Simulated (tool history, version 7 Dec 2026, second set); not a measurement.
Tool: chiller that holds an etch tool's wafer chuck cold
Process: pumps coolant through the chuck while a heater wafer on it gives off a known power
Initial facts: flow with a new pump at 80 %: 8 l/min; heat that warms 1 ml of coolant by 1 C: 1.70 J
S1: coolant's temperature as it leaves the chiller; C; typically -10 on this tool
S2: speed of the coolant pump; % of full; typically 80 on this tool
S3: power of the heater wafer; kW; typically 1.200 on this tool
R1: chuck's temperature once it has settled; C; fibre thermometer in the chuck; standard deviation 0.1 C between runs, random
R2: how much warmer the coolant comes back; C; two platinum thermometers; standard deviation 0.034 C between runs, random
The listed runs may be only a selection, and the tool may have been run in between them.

{"run": 1, "hour": 0.0, "S1": -10, "S2": 80, "S3": 1.2, "R1": -0.4, "R2": 5.26}
{"run": 2, "hour": 175.9, "S1": -10, "S2": 80, "S3": 1.2, "R1": -0.6, "R2": 5.29}
{"run": 3, "hour": 346.9, "S1": -10, "S2": 80, "S3": 1.2, "R1": -0.4, "R2": 5.29}
{"run": 4, "hour": 538.5, "S1": -10, "S2": 80, "S3": 1.2, "R1": -0.5, "R2": 5.33}
{"run": 5, "hour": 685.2, "S1": -10, "S2": 80, "S3": 1.2, "R1": -0.5, "R2": 5.36}
{"run": 6, "hour": 789.7, "S1": -10, "S2": 97, "S3": 1.2, "R1": -1.9, "R2": 4.36}
{"run": 7, "hour": 896.7, "S1": -10, "S2": 80, "S3": 1.2, "R1": -0.5, "R2": 5.32}
{"hour": 994.4, "done": "coolant changed, channels flushed"}
{"run": 8, "hour": 1012.7, "S1": -10, "S2": 80, "S3": 1.2, "R1": -0.4, "R2": 5.32}
{"run": 9, "hour": 1098.4, "S1": -10, "S2": 80, "S3": 1.2, "R1": -0.6, "R2": 5.34}
{"run": 10, "hour": 1275.3, "S1": -1, "S2": 80, "S3": 1.2, "R1": 8.5, "R2": 5.3}
{"run": 11, "hour": 1394.6, "S1": -1, "S2": 80, "S3": 1.2, "R1": 8.5, "R2": 5.32}
{"run": 12, "hour": 1564.9, "S1": -1, "S2": 73, "S3": 0.878, "R1": 6.5, "R2": 4.26}
{"run": 13, "hour": 1700.7, "S1": -1, "S2": 73, "S3": 0.878, "R1": 6.6, "R2": 4.23}
{"run": 14, "hour": 1860.1, "S1": -18, "S2": 84, "S3": 1.415, "R1": -7.1, "R2": 5.95}
{"run": 15, "hour": 2025.1, "S1": -18, "S2": 84, "S3": 0.964, "R1": -10.8, "R2": 4.03}
{"run": 16, "hour": 2226.6, "S1": -18, "S2": 84, "S3": 0.964, "R1": -10.4, "R2": 4.05}
{"run": 17, "hour": 2389.7, "S1": -2, "S2": 85, "S3": 0.95, "R1": 5.2, "R2": 3.94}
{"run": 18, "hour": 2526.6, "S1": -2, "S2": 85, "S3": 0.95, "R1": 5.1, "R2": 3.93}
{"run": 19, "hour": 2651.2, "S1": -1, "S2": 71, "S3": 1.2, "R1": 9.5, "R2": 6.02}
{"hour": 2765.0, "done": "chiller's thermometer calibrated"}
{"run": 20, "hour": 2765.0, "S1": -1, "S2": 71, "S3": 0.771, "R1": 5.7, "R2": 3.87}

Alternative continuations, all from the tool just after run 20; predict every row:
{"run": "A", "hour": 2917.8, "S1": -12, "S2": 69, "S3": 1.197, "R1": "?", "R2": "?"}
{"run": "B", "hour": 2917.8, "S1": -10, "S2": 80, "S3": 0.93, "R1": "?", "R2": "?"}
{"run": "C", "hour": 2917.8, "S1": -1, "S2": 73, "S3": 0.771, "R1": "?", "R2": "?"}
{"run": "D", "hour": 2917.8, "S1": -14, "S2": 87, "S3": 1.2, "R1": "?", "R2": "?"}

run=A R1=-1.4 R2=6.16
run=B R1=-2.5 R2=4.08
run=C R1=5.8 R2=3.66
run=D R1=-5.3 R2=4.85
Without the tool's unlogged condition, the same runs would have read:
run=A R1=-1.4 R2=6.15
run=B R1=-2.5 R2=4.07
run=C R1=5.8 R2=3.65
run=D R1=-5.4 R2=4.84

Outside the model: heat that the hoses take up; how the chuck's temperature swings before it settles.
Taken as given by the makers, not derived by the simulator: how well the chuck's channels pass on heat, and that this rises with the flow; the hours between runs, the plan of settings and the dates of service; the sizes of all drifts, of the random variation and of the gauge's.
